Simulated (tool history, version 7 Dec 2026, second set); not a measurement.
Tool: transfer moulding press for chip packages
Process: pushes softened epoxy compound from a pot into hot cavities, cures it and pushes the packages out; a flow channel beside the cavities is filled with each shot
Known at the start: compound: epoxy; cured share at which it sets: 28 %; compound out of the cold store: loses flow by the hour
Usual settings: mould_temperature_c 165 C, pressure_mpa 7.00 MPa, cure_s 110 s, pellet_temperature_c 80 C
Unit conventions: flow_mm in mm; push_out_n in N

run	day	mould_temperature_c	pressure_mpa	cure_s	pellet_temperature_c	incoming compound's hours out of the cold store	flow_mm	push_out_n
1	0.000	165	7.00	110	80	14.2	634	430
# day 0.562: cavities cleaned with cleaning compound and waxed
2	0.592	165	7.00	128	80	18.7	618	282
3	0.996	165	7.00	110	80	33.8	572	357
4	1.650	165	5.24	110	80	35.7	487	402
# day 2.067: cavities cleaned with cleaning compound and waxed
5	2.400	165	7.52	110	80	20.2	633	359
6	3.067	165	7.52	110	80	18.4	630	411
# day 3.567: cavities cleaned with cleaning compound and waxed
7	3.738	165	7.22	110	80	11.4	642	352
8	4.529	165	7.22	110	80	32.8	580	399
# day 4.671: mould's thermocouples calibrated
# day 5.154: cavities cleaned with cleaning compound and waxed
9	5.171	165	7.22	110	80	39.9	560	329
10	5.867	165	7.22	110	80	11.6	636	414
11	6.292	165	7.22	110	80	10.1	642	426
# day 6.671: cavities cleaned with cleaning compound and waxed
12	6.833	165	7.00	103	80	25.2	578	376
# day 7.467: mould's thermocouples calibrated, once more
13	7.579	164	5.91	113	80	18.4	549	392
14	7.925	168	7.82	113	80	11.3	645	363
# day 8.254: cavities cleaned with cleaning compound and waxed
15	8.454	165	6.13	110	71	14.4	567	342
16	8.942	165	6.13	110	75	27.5	529	376
17	9.471	170	7.91	110	80	22.7	601	353
# day 9.754: cavities cleaned with cleaning compound and waxed
18	10.171	159	6.02	90	84	39.7	507	736
19	10.983	166	6.21	120	78	39.7	499	365
# day 11.229: cavities cleaned with cleaning compound and waxed
20	11.696	160	7.36	120	78	41.0	554	406
21	12.142	170	7.00	125	80	22.9	556	327
# day 12.729: cavities cleaned with cleaning compound and waxed
22	12.746	170	8.28	125	80	32.2	578	271

3 ways to go on from here, each from the tool as it stands after run 22. What would each give?
# day 13.225: plunger's sealing rings changed
A	13.508	160	8.28	125	80	39.6	?	?
# day 13.225: plunger's sealing rings changed
B	13.508	165	7.00	120	80	14.7	?	?
# day 13.225: plunger's sealing rings changed
C	13.508	172	5.52	125	83	40.5	?	?

run	flow_mm	push_out_n
A	637	384
B	647	358
C	489	316
The same runs, with their run-to-run variation unchanged, on a tool lacking any hidden condition would have given:
run	flow_mm	push_out_n
A	639	309
B	648	290
C	489	257
